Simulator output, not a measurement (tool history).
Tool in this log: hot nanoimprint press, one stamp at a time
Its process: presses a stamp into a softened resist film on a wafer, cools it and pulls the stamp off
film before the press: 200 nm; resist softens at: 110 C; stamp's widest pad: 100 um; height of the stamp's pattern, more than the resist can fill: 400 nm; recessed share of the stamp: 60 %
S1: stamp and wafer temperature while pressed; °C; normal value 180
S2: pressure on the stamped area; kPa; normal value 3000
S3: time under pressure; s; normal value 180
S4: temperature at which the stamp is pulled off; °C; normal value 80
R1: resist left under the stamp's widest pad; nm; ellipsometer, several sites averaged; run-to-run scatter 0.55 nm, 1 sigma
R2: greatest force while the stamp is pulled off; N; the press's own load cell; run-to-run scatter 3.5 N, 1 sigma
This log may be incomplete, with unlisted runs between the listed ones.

run    hour   S1    S2   S3  S4     R1   R2
  1     0.0  180  3000  180  80   93.5  162
  2    50.0  180  3000  180  80   93.0  169
  3   116.0  180  3000  180  80   93.1  169
  4   196.4  180  3000  180  80   94.5  168
  5   260.0  180  3000  180  80   94.2  162
  6   301.1  180  3000  180  80   94.5  160
  7   368.8  180  3680  180  80   86.2  164
  8   449.4  180  3680  180  80   86.0  170
  9   536.3  180  3680  180  80   86.9  169
 10   612.3  180  3000  180  80   94.2  166
 11   697.4  180  3000  180  80   93.4  165
 12   768.9  180  3000  180  80   93.2  171
 13   826.4  180  3000  180  80   93.9  172
 14   912.6  180  3000  180  80   93.3  166
 15   969.9  180  4790  180  80   76.3  165
 16  1022.7  180  4790  113  80   92.3  168
 17  1111.4  180  3000  241  85   83.6  146
 18  1155.9  180  3000  241  85   83.7  147
 19  1251.1  175  4550  192  66   96.8  238
 20  1320.2  175  2410  158  80  130.4  167
 21  1356.7  180  4500  180  80   78.3  164
 22  1404.2  180  4500  180  80   79.1  171
 23  1463.0  180  3280  180  68   90.6  228
 24  1553.9  180  2410  115  72  118.1  198
 25  1615.4  180  2410  115  67  119.3  232
 26  1702.1  180  2410  115  67  119.1  227
 27  1751.3  180  2410  204  67   97.9  217
 28  1823.1  173  3000  180  80  125.7  173
 29  1866.4  173  3000  180  80  126.7  169

Missing from the log above: 8 entries noted between runs. For each, name the pair of listed runs it sits between and say how the tool's hidden condition differs from the listed run just before to the listed run just after:
Runs 3 to 4: stamp cleaned and given a new release coat (hour 181.9)
  pressure that arrives at the usual setting, %: 99.82 -> 99.81; grip of the stamp's worn release coat, % over a new coat's: 1.2 -> 0.1
Runs 8 to 9: stamp cleaned and given a new release coat (hour 534.1)
  pressure that arrives at the usual setting, %: 99.77 -> 99.76; grip of the stamp's worn release coat, % over a new coat's: 1.1 -> 0
Runs 9 to 10: plate thermocouple calibrated (hour 601.1)
  true temperature over the reading, C: -0.08 -> 0; pressure that arrives at the usual setting, %: 99.76 -> 99.75; grip of the stamp's worn release coat, % over a new coat's: 0 -> 0.3
Runs 13 to 14: stamp cleaned and given a new release coat (hour 888.5)
  true temperature over the reading, C: -0.02 -> -0.03; pressure that arrives at the usual setting, %: 99.72 -> 99.7; grip of the stamp's worn release coat, % over a new coat's: 1.2 -> 0.1
Runs 14 to 15: press's hydraulic seals changed and the load cell set to zero (hour 948.0)
  pressure that arrives at the usual setting, %: 99.7 -> 100; grip of the stamp's worn release coat, % over a new coat's: 0.1 -> 0.3
Runs 18 to 19: stamp cleaned and given a new release coat (hour 1246.5)
  true temperature over the reading, C: -0.05 -> -0.06; pressure that arrives at the usual setting, %: 99.97 -> 99.96; grip of the stamp's worn release coat, % over a new coat's: 1 -> 0
Runs 23 to 24: plate thermocouple calibrated (hour 1547.8)
  true temperature over the reading, C: -0.08 -> 0.01; pressure that arrives at the usual setting, %: 99.93 -> 99.92; grip of the stamp's worn release coat, % over a new coat's: 0.9 -> 1.2
Runs 24 to 25: stamp cleaned and given a new release coat (hour 1598.7)
  true temperature over the reading, C: 0.01 -> 0; pressure that arrives at the usual setting, %: 99.92 -> 99.91; grip of the stamp's worn release coat, % over a new coat's: 1.2 -> 0.1
